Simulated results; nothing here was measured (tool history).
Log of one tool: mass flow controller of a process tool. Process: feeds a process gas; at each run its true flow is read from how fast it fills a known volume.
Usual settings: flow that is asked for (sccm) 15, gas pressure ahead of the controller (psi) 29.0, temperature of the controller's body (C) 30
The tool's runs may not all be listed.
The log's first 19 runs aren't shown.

| run | hour | flow that is asked for (sccm) | gas pressure ahead of the controller (psi) | temperature of the controller's body (C) | hours of work since the controller was set to zero | hours of work since the controller was changed | true flow (%) |
|---|---|---|---|---|---|---|---|
| 20 | 1240.5 | 42 | 29.0 | 25 | 1045 | 1045 | 99.42 |
| 21 | 1287.4 | 33 | 29.0 | 25 | 1062 | 1062 | 99.15 |
| 22 | 1377.5 | 43 | 36.3 | 29 | 1094 | 1094 | 99.46 |
| 23 | 1438.8 | 15 | 22.9 | 36 | 1116 | 1116 | 96.60 |
| 24 | 1503.9 | 6 | 36.0 | 31 | 1139 | 1139 | 97.27 |
| 25 | 1563.8 | 21 | 21.5 | 38 | 1160 | 1160 | 96.49 |
| 26 | 1607.0 | 21 | 21.5 | 38 | 1175 | 1175 | 96.57 |
| 27 | 1671.9 | 21 | 21.5 | 38 | 1198 | 1198 | 96.55 |
| 28 | 1744.0 | 21 | 21.5 | 38 | 1224 | 1224 | 96.65 |
| 29 | 1833.1 | 21 | 21.5 | 38 | 1255 | 1255 | 96.56 |
| 30 | 1897.9 | 48 | 22.0 | 25 | 1278 | 1278 | 99.59 |
| 31 | 1978.8 | 48 | 22.0 | 25 | 1307 | 1307 | 99.54 |
| 32 | 2065.7 | 48 | 25.4 | 25 | 1338 | 1338 | 99.81 |
| 33 | 2151.0 | 48 | 25.4 | 25 | 1368 | 1368 | 99.73 |
| 34 | 2242.4 | 48 | 25.4 | 25 | 1401 | 1401 | 99.60 |
| 35 | 2281.9 | 14 | 20.3 | 30 | 1415 | 1415 | 96.97 |
| 36 | 2349.5 | 15 | 23.1 | 39 | 1439 | 1439 | 96.26 |
| 37 | 2409.9 | 15 | 23.1 | 39 | 1460 | 1460 | 96.18 |
| 38 | 2479.7 | 17 | 29.0 | 20 | 1485 | 1485 | 98.80 |

5 ways to go on from here, each from the tool as it stands after run 38. What would each give?
| A | 2542.2 | 17 | 24.9 | 20 | 1507 | 1507 | ? |
| B | 2542.2 | 5 | 29.0 | 36 | 1507 | 1507 | ? |
| C | 2542.2 | 15 | 33.2 | 30 | 1507 | 1507 | ? |
| D | 2542.2 | 9 | 29.0 | 26 | 1507 | 1507 | ? |
| E | 2542.2 | 15 | 33.9 | 30 | 1507 | 1507 | ? |

| run | true flow (%) |
|---|---|
| A | 98.57 |
| B | 96.31 |
| C | 97.74 |
| D | 97.75 |
| E | 97.72 |
Without the tool's hidden state the same runs would have given:
| run | true flow (%) |
|---|---|
| A | 98.56 |
| B | 96.30 |
| C | 97.74 |
| D | 97.75 |
| E | 97.71 |
